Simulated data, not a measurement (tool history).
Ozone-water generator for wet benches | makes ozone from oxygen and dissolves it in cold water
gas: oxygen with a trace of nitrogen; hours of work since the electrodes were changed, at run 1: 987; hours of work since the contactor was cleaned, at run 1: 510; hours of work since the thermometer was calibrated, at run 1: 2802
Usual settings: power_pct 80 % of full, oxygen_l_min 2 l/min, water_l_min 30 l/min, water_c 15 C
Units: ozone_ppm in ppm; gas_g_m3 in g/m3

| run | day | power_pct | oxygen_l_min | water_l_min | water_c | hours of work since the electrodes were changed | hours of work since the contactor was cleaned | hours of work since the thermometer was calibrated | ozone_ppm | gas_g_m3 |
|---|---|---|---|---|---|---|---|---|---|---|
| 1 | 0 | 80 | 2 | 30 | 15 | 987 | 510 | 2802 | 12 | 293.1 |
| 2 | 4.217 | 80 | 2 | 30 | 15 | 1057 | 581 | 2873 | 11.6 | 292.3 |
| 3 | 12.067 | 80 | 1.43 | 30 | 15 | 1188 | 712 | 3004 | 10.1 | 333.6 |
| 4 | 18.888 | 80 | 1.43 | 30 | 15 | 1302 | 826 | 3117 | 10 | 335.4 |
| 5 | 25.912 | 80 | 1.43 | 30 | 15 | 1419 | 943 | 3235 | 10.1 | 329.5 |
| 6 | 32.875 | 80 | 2 | 30 | 12 | 1535 | 1059 | 3351 | 11.9 | 288.5 |
| 7 | 38.354 | 80 | 2 | 30 | 12 | 1627 | 1151 | 3442 | 11.6 | 287.3 |
| 8 | 41.912 | 80 | 2 | 30 | 15 | 1686 | 1210 | 3502 | 11.7 | 287 |
| 9 | 46.333 | 80 | 2 | 30 | 15 | 1760 | 1284 | 3575 | 11.5 | 289 |
| 10 | 53.562 | 54 | 2 | 30 | 15 | 1880 | 1404 | 3696 | 8 | 204.9 |
| 11 | 57.508 | 54 | 2 | 30 | 15 | 1946 | 1470 | 3762 | 8.2 | 203.7 |
| 12 | 62.671 | 93 | 1.45 | 19 | 15 | 2032 | 1556 | 3848 | 19.1 | 370.5 |
| 13 | 66.671 | 93 | 1.45 | 19 | 15 | 2099 | 1623 | 3915 | 19.1 | 368.8 |
| 14 | 71.404 | 80 | 2 | 23 | 15 | 2178 | 1702 | 3994 | 15.4 | 285.8 |
| 15 | 75.9 | 80 | 1.24 | 26 | 15 | 2253 | 1777 | 4069 | 10.7 | 340.3 |
| 16 | 79.942 | 58 | 1.32 | 26 | 15 | 2321 | 1845 | 4136 | 8.4 | 256.2 |
| 17 | 88.088 | 58 | 1.32 | 26 | 15 | 2457 | 1981 | 4272 | 8.4 | 253.1 |
| 18 | 91.696 | 70 | 1.71 | 30 | 14 | 2517 | 2041 | 4333 | 9.3 | 267.5 |
| 19 | 97.371 | 70 | 1.71 | 30 | 14 | 2612 | 2136 | 4427 | 9.3 | 266.1 |
| 20 | 104.8 | 70 | 1.71 | 30 | 14 | 2736 | 2260 | 4551 | 9.3 | 264.6 |
| 21 | 109.196 | 48 | 2 | 30 | 19 | 2809 | 2333 | 4625 | 6.9 | 180.5 |

5 ways to go on from here, each from the tool as it stands after run 21. What would each give?
| A | 112.971 | 48 | 2 | 30 | 15 | 2872 | 2396 | 4688 | ? | ? |
| B | 112.971 | 48 | 1.95 | 29 | 19 | 2872 | 2396 | 4688 | ? | ? |
| C | 112.971 | 89 | 2.91 | 22 | 19 | 2872 | 2396 | 4688 | ? | ? |
| D | 112.971 | 74 | 1.26 | 37 | 19 | 2872 | 2396 | 4688 | ? | ? |
| E | 112.971 | 56 | 1.1 | 30 | 19 | 2872 | 2396 | 4688 | ? | ? |

| run | ozone_ppm | gas_g_m3 |
|---|---|---|
| A | 7.1 | 181 |
| B | 7.3 | 183.3 |
| C | 19.2 | 262.8 |
| D | 6.3 | 313.6 |
| E | 6 | 262.2 |
Without the tool's hidden state the same runs would have given:
| run | ozone_ppm | gas_g_m3 |
|---|---|---|
| A | 7.6 | 189.4 |
| B | 7.8 | 191.9 |
| C | 21.3 | 285.3 |
| D | 6.9 | 336.6 |
| E | 6.5 | 276.9 |
